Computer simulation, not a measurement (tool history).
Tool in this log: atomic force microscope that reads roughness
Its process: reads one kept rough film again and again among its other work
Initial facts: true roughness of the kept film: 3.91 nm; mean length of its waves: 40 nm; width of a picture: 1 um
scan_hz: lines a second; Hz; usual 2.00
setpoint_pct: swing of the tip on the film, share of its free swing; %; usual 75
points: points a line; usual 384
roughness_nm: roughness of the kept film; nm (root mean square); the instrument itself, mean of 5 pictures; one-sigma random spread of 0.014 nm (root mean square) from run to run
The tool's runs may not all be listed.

run,hour,scan_hz,setpoint_pct,points,roughness_nm
1,0.0,2.00,75,384,3.180
# hour 63.0: new tip fitted
2,69.3,2.00,64,384,3.420
3,128.8,2.00,64,384,3.222
# hour 155.1: new tip fitted
4,174.5,2.00,64,384,3.370
5,232.8,2.00,64,384,3.183
# hour 244.3: new tip fitted
6,267.7,2.00,75,384,3.204
# hour 336.1: new tip fitted
7,336.1,2.00,75,384,3.269
8,388.6,2.00,75,384,3.139
# hour 430.5: new tip fitted
9,461.8,2.00,75,384,3.176
10,502.4,2.00,75,384,3.027
# hour 523.3: new tip fitted
11,540.2,2.00,75,384,3.203
12,604.8,2.00,76,384,3.010
# hour 618.6: new tip fitted
13,643.2,2.00,76,384,3.164
14,673.9,2.00,76,384,3.079
# hour 707.6: new tip fitted
15,725.4,2.00,76,384,3.171
16,775.0,2.00,76,384,3.037
# hour 800.9: new tip fitted
17,808.2,2.00,75,479,3.257
18,881.1,1.31,75,384,3.140
# hour 895.3: new tip fitted
19,944.0,2.41,63,573,3.230
# hour 987.0: new tip fitted
20,997.6,0.81,83,573,3.370
21,1039.2,2.00,85,909,2.940
# hour 1079.8: new tip fitted
22,1105.2,2.00,85,909,3.016
23,1149.8,2.00,68,576,3.156
# hour 1172.8: new tip fitted
24,1211.5,1.60,67,933,3.318
# hour 1266.9: new tip fitted
25,1282.8,1.53,58,650,3.478
26,1328.3,1.03,75,392,3.233
# hour 1362.1: new tip fitted
27,1388.7,2.00,61,384,3.329
28,1441.6,2.00,61,384,3.162
# hour 1451.9: new tip fitted
29,1482.5,2.01,75,384,3.162
# hour 1542.9: new tip fitted
30,1542.9,2.01,75,384,3.245
31,1604.6,2.00,73,999,3.080
# hour 1635.9: new tip fitted
32,1672.5,2.00,80,384,3.051
# hour 1729.0: new tip fitted
33,1742.0,2.00,80,384,3.144
# hour 1760.2: height scale calibrated on a step standard
34,1808.2,2.00,80,384,2.958
# hour 1820.9: new tip fitted
35,1867.1,2.00,80,384,3.030

Below, some changes in roughness_nm between adjacent runs. For each, the amount present without the hidden state too (settings, incoming material, random variation) and the amount remaining for the hidden state with gauge scatter not shared by both compared results:
What the log doesn't record here: radius of the tip, nm; height scale over the true one, %; drift of the gauge itself on roughness_nm, %.
Run 1 -> 2: setpoint_pct 75 -> 64, new tip fitted. roughness_nm +0.240 nm (root mean square): hidden state +0.078, all else +0.162.
Run 16 -> 17: setpoint_pct 76 -> 75, points 384 -> 479, new tip fitted. roughness_nm +0.220 nm (root mean square): hidden state +0.205, all else +0.015.
Run 17 -> 18: scan_hz 2.00 -> 1.31, points 479 -> 384. roughness_nm -0.117 nm (root mean square): hidden state -0.221, all else +0.104.
Run 20 -> 21: scan_hz 0.81 -> 2.00, setpoint_pct 83 -> 85, points 573 -> 909. roughness_nm -0.430 nm (root mean square): hidden state -0.123, all else -0.307.
Run 25 -> 26: scan_hz 1.53 -> 1.03, setpoint_pct 58 -> 75, points 650 -> 392. roughness_nm -0.245 nm (root mean square): hidden state -0.138, all else -0.107.
Run 30 -> 31: scan_hz 2.01 -> 2.00, setpoint_pct 75 -> 73, points 384 -> 999. roughness_nm -0.165 nm (root mean square): hidden state -0.204, all else +0.039.

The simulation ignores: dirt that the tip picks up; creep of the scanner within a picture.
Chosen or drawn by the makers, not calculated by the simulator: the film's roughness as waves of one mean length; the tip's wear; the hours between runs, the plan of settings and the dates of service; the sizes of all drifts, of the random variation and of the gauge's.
